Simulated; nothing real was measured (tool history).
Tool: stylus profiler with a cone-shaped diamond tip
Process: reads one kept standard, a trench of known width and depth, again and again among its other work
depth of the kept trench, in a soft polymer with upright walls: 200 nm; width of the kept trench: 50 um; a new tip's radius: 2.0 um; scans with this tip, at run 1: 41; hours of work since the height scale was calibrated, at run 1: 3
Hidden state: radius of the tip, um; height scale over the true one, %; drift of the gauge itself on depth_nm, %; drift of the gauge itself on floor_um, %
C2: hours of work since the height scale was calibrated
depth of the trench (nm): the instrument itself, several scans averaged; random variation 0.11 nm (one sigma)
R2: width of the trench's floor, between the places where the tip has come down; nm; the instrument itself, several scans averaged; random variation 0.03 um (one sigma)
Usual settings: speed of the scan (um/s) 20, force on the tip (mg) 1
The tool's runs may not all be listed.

Run 1, hour 0: usual settings; scans with this tip 41; C2 3. Result: depth of the trench (nm) 201.67, R2 48090 nm.
Run 2, hour 15.5: usual settings but speed of the scan (um/s) 12; scans with this tip 143; C2 11. Result: depth of the trench (nm) 201.48, R2 48160 nm.
Run 3, hour 26.3: usual settings but speed of the scan (um/s) 12; scans with this tip 214; C2 16. Result: depth of the trench (nm) 201.44, R2 48130 nm.
Run 4, hour 44.5: usual settings but force on the tip (mg) 0.36; scans with this tip 334; C2 26. Result: depth of the trench (nm) 200.76, R2 47970 nm.
Run 5, hour 61.9: usual settings; scans with this tip 449; C2 35. Result: depth of the trench (nm) 201.41, R2 48030 nm.
Run 6, hour 79.9: usual settings; scans with this tip 568; C2 44. Result: depth of the trench (nm) 201.75, R2 48060 nm.
Run 7, hour 97: usual settings; scans with this tip 681; C2 52. Result: depth of the trench (nm) 201.44, R2 48060 nm.
Run 8, hour 106.4: usual settings; scans with this tip 742; C2 57. Result: depth of the trench (nm) 201.68, R2 48070 nm.
Run 9, hour 120.5: usual settings but speed of the scan (um/s) 60; scans with this tip 835; C2 64. Result: depth of the trench (nm) 201.59, R2 47600 nm.
Run 10, hour 137.1: usual settings but speed of the scan (um/s) 60; scans with this tip 945; C2 73. Result: depth of the trench (nm) 201.51, R2 47590 nm.
Run 11, hour 151.3: usual settings but speed of the scan (um/s) 60; scans with this tip 1039; C2 80. Result: depth of the trench (nm) 201.54, R2 47640 nm.
Run 12, hour 163.4: usual settings but speed of the scan (um/s) 60; scans with this tip 1118; C2 86. Result: depth of the trench (nm) 201.63, R2 47650 nm.
Run 13, hour 181.9: usual settings; scans with this tip 1240; C2 95. Result: depth of the trench (nm) 201.72, R2 48040 nm.
Run 14, hour 189.8: usual settings but force on the tip (mg) 0.75; scans with this tip 1292; C2 99. Result: depth of the trench (nm) 201.45, R2 48030 nm.
Run 15, hour 208.6: usual settings but speed of the scan (um/s) 24, force on the tip (mg) 2.28; scans with this tip 1417; C2 109. Result: depth of the trench (nm) 202.7, R2 48100 nm.
Run 16, hour 226.9: usual settings but speed of the scan (um/s) 42, force on the tip (mg) 1.09; scans with this tip 1537; C2 118. Result: depth of the trench (nm) 201.69, R2 47830 nm.
Run 17, hour 239.5: usual settings but speed of the scan (um/s) 29; scans with this tip 1620; C2 125. Result: depth of the trench (nm) 201.54, R2 47970 nm.
Run 18, hour 249.4: usual settings but speed of the scan (um/s) 19; scans with this tip 1686; C2 130. Result: depth of the trench (nm) 201.38, R2 48090 nm.
Run 19, hour 266: usual settings but speed of the scan (um/s) 41, force on the tip (mg) 0.64; scans with this tip 1795; C2 138. Result: depth of the trench (nm) 201.1, R2 47790 nm.
Run 20, hour 279.3: usual settings but speed of the scan (um/s) 15, force on the tip (mg) 1.31; scans with this tip 1883; C2 145. Result: depth of the trench (nm) 201.76, R2 48120 nm.
Run 21, hour 297.5: usual settings but speed of the scan (um/s) 11, force on the tip (mg) 0.55; scans with this tip 2003; C2 154. Result: depth of the trench (nm) 201.23, R2 48120 nm.
Run 22, hour 311.8: usual settings but speed of the scan (um/s) 60; scans with this tip 2097; C2 161. Result: depth of the trench (nm) 201.6, R2 47620 nm.
Run 23, hour 328.8: usual settings but speed of the scan (um/s) 18; scans with this tip 2209; C2 170. Result: depth of the trench (nm) 201.46, R2 48110 nm.
Run 24, hour 342.1: usual settings but speed of the scan (um/s) 58, force on the tip (mg) 0.77; scans with this tip 2297; C2 177. Result: depth of the trench (nm) 201.16, R2 47620 nm.
Run 25, hour 358.9: usual settings but speed of the scan (um/s) 21, force on the tip (mg) 1.52; scans with this tip 2408; C2 185. Result: depth of the trench (nm) 201.95, R2 48100 nm.
Run 26, hour 377.6: usual settings but speed of the scan (um/s) 7, force on the tip (mg) 2; scans with this tip 2531; C2 195. Result: depth of the trench (nm) 202.38, R2 48220 nm.
Run 27, hour 389.4: usual settings but speed of the scan (um/s) 7, force on the tip (mg) 2; scans with this tip 2609; C2 201. Result: depth of the trench (nm) 202.47, R2 48190 nm.
Run 28, hour 398.4: usual settings but speed of the scan (um/s) 7, force on the tip (mg) 2; scans with this tip 2668; C2 205. Result: depth of the trench (nm) 202.6, R2 48220 nm.

Forecast each of these 3 alternatives for the next run:
Run A, hour 408.1: usual settings but speed of the scan (um/s) 54, force on the tip (mg) 2.79; scans with this tip 2732; C2 210. Result: depth of the trench (nm) ?, R2 ?.
Run B, hour 408.1: usual settings but speed of the scan (um/s) 21, force on the tip (mg) 1.89; scans with this tip 2732; C2 210. Result: depth of the trench (nm) ?, R2 ?.
Run C, hour 408.1: usual settings but speed of the scan (um/s) 10, force on the tip (mg) 1.91; scans with this tip 2732; C2 210. Result: depth of the trench (nm) ?, R2 ?.

run  depth of the trench (nm)     R2
  A                    203.14  47950
  B                    202.22  48120
  C                    202.21  48130
Without the tool's hidden state the same runs would have given:
run  depth of the trench (nm)     R2
  A                    203.15  47950
  B                    202.22  48120
  C                    202.21  48140
